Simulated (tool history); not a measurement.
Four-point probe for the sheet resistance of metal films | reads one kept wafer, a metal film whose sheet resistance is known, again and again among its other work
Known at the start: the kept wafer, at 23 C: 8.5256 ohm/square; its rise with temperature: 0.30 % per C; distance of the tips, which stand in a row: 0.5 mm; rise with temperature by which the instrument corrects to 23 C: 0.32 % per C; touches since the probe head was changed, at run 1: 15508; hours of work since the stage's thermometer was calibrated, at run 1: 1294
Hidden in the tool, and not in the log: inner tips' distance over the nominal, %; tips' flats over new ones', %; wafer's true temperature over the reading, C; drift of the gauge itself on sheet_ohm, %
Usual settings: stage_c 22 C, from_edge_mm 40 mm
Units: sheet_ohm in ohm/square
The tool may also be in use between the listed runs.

| run | hour | stage_c | from_edge_mm | touches since the probe head was changed | hours of work since the stage's thermometer was calibrated | sheet_ohm |
|---|---|---|---|---|---|---|
| 1 | 0.0 | 22 | 40 | 15508 | 1294 | 8.587700 |
| 2 | 65.8 | 22 | 40 | 17702 | 1341 | 8.590328 |
| 3 | 170.1 | 22 | 40 | 21179 | 1414 | 8.592910 |
| 4 | 299.2 | 22 | 40 | 25485 | 1506 | 8.594156 |
|  | 310.8 | stage's thermometer calibrated |
| 5 | 383.2 | 22 | 40 | 28268 | 51 | 8.602083 |
| 6 | 465.2 | 22 | 40 | 31001 | 109 | 8.608247 |
| 7 | 571.8 | 29 | 40 | 34557 | 184 | 8.592828 |
| 8 | 659.1 | 29 | 40 | 37465 | 246 | 8.593747 |
| 9 | 730.5 | 29 | 40 | 39846 | 296 | 8.599967 |
| 10 | 811.7 | 29 | 40 | 42555 | 354 | 8.598531 |
| 11 | 874.4 | 34 | 40 | 44646 | 398 | 8.589460 |
| 12 | 946.0 | 34 | 40 | 47031 | 448 | 8.590597 |
| 13 | 1041.6 | 23 | 40 | 50221 | 516 | 8.616103 |
| 14 | 1151.2 | 23 | 40 | 53872 | 593 | 8.621346 |
| 15 | 1266.9 | 23 | 5 | 57731 | 675 | 8.668078 |
| 16 | 1361.8 | 23 | 5 | 60895 | 742 | 8.674651 |
| 17 | 1459.4 | 31 | 5 | 64148 | 811 | 8.657586 |
| 18 | 1561.5 | 26 | 3 | 67555 | 883 | 8.757016 |
| 19 | 1637.3 | 23 | 13 | 70081 | 936 | 8.642159 |
| 20 | 1728.6 | 24 | 4 | 73125 | 1001 | 8.707324 |
| 21 | 1841.0 | 26 | 6 | 76873 | 1080 | 8.667081 |
| 22 | 1903.1 | 33 | 63 | 78943 | 1124 | 8.620405 |
| 23 | 2035.2 | 29 | 3 | 83345 | 1217 | 8.760149 |
| 24 | 2093.3 | 24 | 12 | 85284 | 1258 | 8.655125 |
| 25 | 2198.6 | 28 | 65 | 88794 | 1332 | 8.641929 |
| 26 | 2301.2 | 28 | 65 | 92217 | 1405 | 8.642032 |
|  | 2319.9 | new probe head fitted |
| 27 | 2410.1 | 31 | 4 | 3007 | 1481 | 8.597092 |

Forecast each of these 4 alternatives for the next run:
|  | 2456.9 | stage's thermometer calibrated |
| A | 2501.2 | 22 | 21 | 6030 | 31 | ? |
|  | 2456.9 | stage's thermometer calibrated |
| B | 2501.2 | 22 | 13 | 6030 | 31 | ? |
|  | 2456.9 | stage's thermometer calibrated |
| C | 2501.2 | 21 | 70 | 6030 | 31 | ? |
|  | 2456.9 | stage's thermometer calibrated |
| D | 2501.2 | 23 | 7 | 6030 | 31 | ? |

| run | sheet_ohm |
|---|---|
| A | 8.555019 |
| B | 8.558957 |
| C | 8.553086 |
| D | 8.573750 |
Without the tool's hidden state the same runs would have given:
| run | sheet_ohm |
|---|---|
| A | 8.531344 |
| B | 8.535272 |
| C | 8.529417 |
| D | 8.550026 |
